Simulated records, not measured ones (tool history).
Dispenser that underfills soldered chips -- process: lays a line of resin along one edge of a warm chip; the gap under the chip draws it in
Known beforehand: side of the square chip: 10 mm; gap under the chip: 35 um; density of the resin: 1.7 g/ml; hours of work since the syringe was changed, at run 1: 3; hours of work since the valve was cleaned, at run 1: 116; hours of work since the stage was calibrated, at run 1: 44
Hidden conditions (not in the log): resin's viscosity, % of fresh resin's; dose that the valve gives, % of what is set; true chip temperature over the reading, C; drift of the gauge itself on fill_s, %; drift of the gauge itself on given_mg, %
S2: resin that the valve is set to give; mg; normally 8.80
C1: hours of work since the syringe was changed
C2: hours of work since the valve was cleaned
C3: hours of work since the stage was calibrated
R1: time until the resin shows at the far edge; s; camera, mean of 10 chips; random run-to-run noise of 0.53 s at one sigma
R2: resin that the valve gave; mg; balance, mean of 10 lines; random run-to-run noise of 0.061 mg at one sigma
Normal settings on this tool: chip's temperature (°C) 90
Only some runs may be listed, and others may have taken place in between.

{"run": 1, "hour": 0.0, "chip's temperature (°C)": 90, "S2": 8.8, "C1": 3, "C2": 116, "C3": 44, "R1": 52.6, "R2": 8.32}
{"run": 2, "hour": 2.3, "chip's temperature (°C)": 90, "S2": 8.8, "C1": 5, "C2": 118, "C3": 46, "R1": 59.9, "R2": 8.16}
{"run": 3, "hour": 5.1, "chip's temperature (°C)": 90, "S2": 8.8, "C1": 7, "C2": 120, "C3": 48, "R1": 68.7, "R2": 8.09}
{"hour": 8.2, "done": "dispensing valve cleaned and set on the balance"}
{"hour": 8.9, "done": "new syringe of resin"}
{"run": 4, "hour": 11.2, "chip's temperature (°C)": 90, "S2": 8.8, "C1": 2, "C2": 2, "C3": 52, "R1": 47.2, "R2": 8.84}
{"run": 5, "hour": 13.7, "chip's temperature (°C)": 90, "S2": 8.8, "C1": 4, "C2": 4, "C3": 54, "R1": 54.8, "R2": 8.85}
{"run": 6, "hour": 16.1, "chip's temperature (°C)": 90, "S2": 8.8, "C1": 6, "C2": 6, "C3": 56, "R1": 61.5, "R2": 8.64}
{"hour": 20.4, "done": "new syringe of resin"}
{"run": 7, "hour": 21.2, "chip's temperature (°C)": 90, "S2": 11.29, "C1": 1, "C2": 10, "C3": 59, "R1": 45.1, "R2": 11.3}
{"run": 8, "hour": 24.9, "chip's temperature (°C)": 90, "S2": 8.8, "C1": 4, "C2": 13, "C3": 62, "R1": 54.9, "R2": 8.69}
{"run": 9, "hour": 29.6, "chip's temperature (°C)": 90, "S2": 8.8, "C1": 7, "C2": 17, "C3": 66, "R1": 70.1, "R2": 8.74}
{"hour": 31.8, "done": "new syringe of resin"}
{"run": 10, "hour": 33.1, "chip's temperature (°C)": 90, "S2": 8.8, "C1": 1, "C2": 19, "C3": 69, "R1": 47.2, "R2": 8.74}
{"run": 11, "hour": 36.7, "chip's temperature (°C)": 90, "S2": 8.6, "C1": 4, "C2": 22, "C3": 71, "R1": 57.6, "R2": 8.51}
{"run": 12, "hour": 39.2, "chip's temperature (°C)": 90, "S2": 8.6, "C1": 6, "C2": 24, "C3": 73, "R1": 66.7, "R2": 8.45}
{"hour": 43.3, "done": "new syringe of resin"}
{"run": 13, "hour": 44.5, "chip's temperature (°C)": 83, "S2": 9.04, "C1": 1, "C2": 28, "C3": 77, "R1": 63.2, "R2": 8.83}
{"run": 14, "hour": 48.1, "chip's temperature (°C)": 87, "S2": 8.8, "C1": 4, "C2": 31, "C3": 80, "R1": 64.0, "R2": 8.64}

Run 15, settings as shown, results not yet in. Your forecast:
{"run": 15, "hour": 51.9, "chip's temperature (°C)": 103, "S2": 7.73, "C1": 7, "C2": 34, "C3": 83, "R1": "?", "R2": "?"}

R1: 43.0 s
R2: 7.60 mg
On a tool with no hidden condition, and with the same random variation, this run would have come out at R1 27.0 s, R2 7.76 mg.
